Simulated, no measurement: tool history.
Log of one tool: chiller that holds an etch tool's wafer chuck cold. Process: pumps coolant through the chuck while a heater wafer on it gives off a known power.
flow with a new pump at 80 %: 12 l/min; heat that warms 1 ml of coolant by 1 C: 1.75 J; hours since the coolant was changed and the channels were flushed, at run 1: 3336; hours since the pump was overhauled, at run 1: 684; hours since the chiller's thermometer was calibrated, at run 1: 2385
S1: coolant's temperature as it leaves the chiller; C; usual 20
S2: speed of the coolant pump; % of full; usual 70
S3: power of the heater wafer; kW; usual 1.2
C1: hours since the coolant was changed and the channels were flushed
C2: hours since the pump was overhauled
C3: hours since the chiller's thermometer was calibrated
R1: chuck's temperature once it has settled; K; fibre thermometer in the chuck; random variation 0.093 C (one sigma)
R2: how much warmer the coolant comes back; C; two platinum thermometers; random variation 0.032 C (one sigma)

{"run": 1, "hour": 0.0, "S1": 20, "S2": 70, "S3": 1.2, "C1": 3336, "C2": 684, "C3": 2385, "R1": 301.87, "R2": 3.99}
{"run": 2, "hour": 17.1, "S1": 20, "S2": 70, "S3": 1.2, "C1": 3353, "C2": 701, "C3": 2402, "R1": 301.76, "R2": 3.98}
{"run": 3, "hour": 47.8, "S1": 10, "S2": 70, "S3": 1.2, "C1": 3383, "C2": 732, "C3": 2433, "R1": 292.03, "R2": 3.99}
{"run": 4, "hour": 82.4, "S1": 10, "S2": 70, "S3": 1.2, "C1": 3418, "C2": 767, "C3": 2467, "R1": 291.92, "R2": 3.96}
{"run": 5, "hour": 111.0, "S1": 11, "S2": 70, "S3": 1.2, "C1": 3447, "C2": 795, "C3": 2496, "R1": 293.03, "R2": 3.95}
{"run": 6, "hour": 130.0, "S1": 11, "S2": 70, "S3": 0.99, "C1": 3466, "C2": 814, "C3": 2515, "R1": 291.31, "R2": 3.28}
{"run": 7, "hour": 154.1, "S1": 11, "S2": 70, "S3": 0.99, "C1": 3490, "C2": 838, "C3": 2539, "R1": 291.32, "R2": 3.32}
{"run": 8, "hour": 171.5, "S1": 11, "S2": 70, "S3": 0.99, "C1": 3507, "C2": 856, "C3": 2557, "R1": 291.19, "R2": 3.3}
{"run": 9, "hour": 203.1, "S1": 11, "S2": 70, "S3": 0.99, "C1": 3539, "C2": 887, "C3": 2588, "R1": 291.34, "R2": 3.3}
{"run": 10, "hour": 230.3, "S1": 11, "S2": 70, "S3": 0.99, "C1": 3566, "C2": 914, "C3": 2615, "R1": 291.26, "R2": 3.26}
{"run": 11, "hour": 247.0, "S1": 20, "S2": 70, "S3": 1.2, "C1": 3583, "C2": 931, "C3": 2632, "R1": 301.86, "R2": 3.96}
{"run": 12, "hour": 284.4, "S1": 20, "S2": 70, "S3": 1.2, "C1": 3620, "C2": 969, "C3": 2670, "R1": 302.04, "R2": 3.96}
{"run": 13, "hour": 300.9, "S1": 20, "S2": 70, "S3": 1.2, "C1": 3636, "C2": 985, "C3": 2686, "R1": 301.77, "R2": 3.98}
{"run": 14, "hour": 326.3, "S1": 20, "S2": 70, "S3": 1.2, "C1": 3662, "C2": 1010, "C3": 2711, "R1": 301.76, "R2": 4.03}
{"run": 15, "hour": 352.1, "S1": 20, "S2": 70, "S3": 1.2, "C1": 3688, "C2": 1036, "C3": 2737, "R1": 301.95, "R2": 3.98}
{"run": 16, "hour": 381.8, "S1": 20, "S2": 70, "S3": 1.2, "C1": 3717, "C2": 1066, "C3": 2767, "R1": 301.85, "R2": 4}
{"run": 17, "hour": 402.8, "S1": 16, "S2": 86, "S3": 1.2, "C1": 3738, "C2": 1087, "C3": 2788, "R1": 296.46, "R2": 3.23}
{"run": 18, "hour": 429.4, "S1": 23, "S2": 67, "S3": 1.243, "C1": 3765, "C2": 1114, "C3": 2814, "R1": 305.45, "R2": 4.31}
{"run": 19, "hour": 461.2, "S1": 27, "S2": 76, "S3": 1.077, "C1": 3797, "C2": 1145, "C3": 2846, "R1": 307.37, "R2": 3.29}
{"run": 20, "hour": 493.4, "S1": 20, "S2": 61, "S3": 0.869, "C1": 3829, "C2": 1178, "C3": 2878, "R1": 300.26, "R2": 3.31}
{"run": 21, "hour": 512.9, "S1": 26, "S2": 89, "S3": 1.04, "C1": 3848, "C2": 1197, "C3": 2898, "R1": 305.22, "R2": 2.69}
{"run": 22, "hour": 550.2, "S1": 14, "S2": 70, "S3": 1.2, "C1": 3886, "C2": 1234, "C3": 2935, "R1": 295.95, "R2": 4.02}
{"run": 23, "hour": 571.8, "S1": 14, "S2": 70, "S3": 1.169, "C1": 3907, "C2": 1256, "C3": 2957, "R1": 295.68, "R2": 3.89}
{"run": 24, "hour": 590.3, "S1": 12, "S2": 70, "S3": 1.169, "C1": 3926, "C2": 1274, "C3": 2975, "R1": 293.62, "R2": 3.89}
{"run": 25, "hour": 611.2, "S1": 14, "S2": 70, "S3": 1.384, "C1": 3947, "C2": 1295, "C3": 2996, "R1": 297.23, "R2": 4.6}
{"run": 26, "hour": 639.9, "S1": 14, "S2": 70, "S3": 1.384, "C1": 3975, "C2": 1324, "C3": 3025, "R1": 297.28, "R2": 4.63}
{"run": 27, "hour": 671.0, "S1": 10, "S2": 94, "S3": 1.413, "C1": 4007, "C2": 1355, "C3": 3056, "R1": 290.98, "R2": 3.5}
{"run": 28, "hour": 693.8, "S1": 12, "S2": 79, "S3": 1.477, "C1": 4029, "C2": 1378, "C3": 3079, "R1": 294.82, "R2": 4.35}
{"run": 29, "hour": 723.0, "S1": 21, "S2": 91, "S3": 1.299, "C1": 4059, "C2": 1407, "C3": 3108, "R1": 301.59, "R2": 3.35}
{"run": 30, "hour": 740.3, "S1": 21, "S2": 91, "S3": 1.299, "C1": 4076, "C2": 1424, "C3": 3125, "R1": 301.67, "R2": 3.31}
{"run": 31, "hour": 757.2, "S1": 21, "S2": 91, "S3": 1.299, "C1": 4093, "C2": 1441, "C3": 3142, "R1": 301.79, "R2": 3.35}

3 ways to go on from here, each from the tool as it stands after run 31. What would each give?
{"run": "A", "hour": 794.6, "S1": 13, "S2": 62, "S3": 1.417, "C1": 4130, "C2": 1479, "C3": 3180, "R1": "?", "R2": "?"}
{"run": "B", "hour": 794.6, "S1": 20, "S2": 63, "S3": 1.2, "C1": 4130, "C2": 1479, "C3": 3180, "R1": "?", "R2": "?"}
{"run": "C", "hour": 794.6, "S1": 21, "S2": 100, "S3": 1.191, "C1": 4130, "C2": 1479, "C3": 3180, "R1": "?", "R2": "?"}

run=A R1=297.68 R2=5.39
run=B R1=302.68 R2=4.5
run=C R1=300.49 R2=2.79
Without the tool's hidden state the same runs would have given:
run=A R1=297.22 R2=5.29
run=B R1=302.34 R2=4.41
run=C R1=300.36 R2=2.74
